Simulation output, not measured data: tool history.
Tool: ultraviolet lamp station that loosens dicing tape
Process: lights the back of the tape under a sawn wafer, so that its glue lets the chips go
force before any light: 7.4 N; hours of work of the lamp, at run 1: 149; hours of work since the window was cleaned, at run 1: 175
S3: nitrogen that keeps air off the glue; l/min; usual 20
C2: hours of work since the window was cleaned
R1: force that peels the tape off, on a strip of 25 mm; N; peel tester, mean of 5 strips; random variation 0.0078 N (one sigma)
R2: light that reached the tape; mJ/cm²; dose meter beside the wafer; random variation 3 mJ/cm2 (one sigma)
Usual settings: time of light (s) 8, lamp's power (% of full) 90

Run 1, day 0: usual settings; hours of work of the lamp 149; C2 175. Result: R1 0.279 N, R2 435 mJ/cm².
Run 2, day 1.217: usual settings but S3 26 l/min; hours of work of the lamp 161; C2 188. Result: R1 0.289 N, R2 433 mJ/cm².
Run 3, day 3.046: usual settings but S3 26 l/min; hours of work of the lamp 180; C2 207. Result: R1 0.278 N, R2 439 mJ/cm².
Run 4, day 4.3: usual settings but time of light (s) 6; hours of work of the lamp 192; C2 219. Result: R1 0.437 N, R2 322 mJ/cm².
Run 5, day 5.558: usual settings but time of light (s) 6; hours of work of the lamp 205; C2 232. Result: R1 0.463 N, R2 322 mJ/cm².
Run 6, day 7.388: usual settings but time of light (s) 6; hours of work of the lamp 224; C2 251. Result: R1 0.43 N, R2 329 mJ/cm².
Run 7, day 8.25: usual settings; hours of work of the lamp 233; C2 260. Result: R1 0.317 N, R2 436 mJ/cm².
Run 8, day 9.296: usual settings; hours of work of the lamp 244; C2 271. Result: R1 0.308 N, R2 436 mJ/cm².
Run 9, day 11.233: usual settings; hours of work of the lamp 263; C2 290. Result: R1 0.312 N, R2 432 mJ/cm².
At day 11.725: window cleaned of glue's vapour.
Run 10, day 12.975: usual settings but time of light (s) 6; hours of work of the lamp 281; C2 13. Result: R1 0.443 N, R2 329 mJ/cm².
Run 11, day 14.508: usual settings; hours of work of the lamp 297; C2 28. Result: R1 0.291 N, R2 438 mJ/cm².

Forecast run 12:
Run 12, day 15.721: usual settings; hours of work of the lamp 309; C2 41. Result: R1 ?, R2 ?.

R1: 0.288 N
R2: 433 mJ/cm²
Without the tool's hidden state the same run would have given R1 0.288 N, R2 433 mJ/cm².
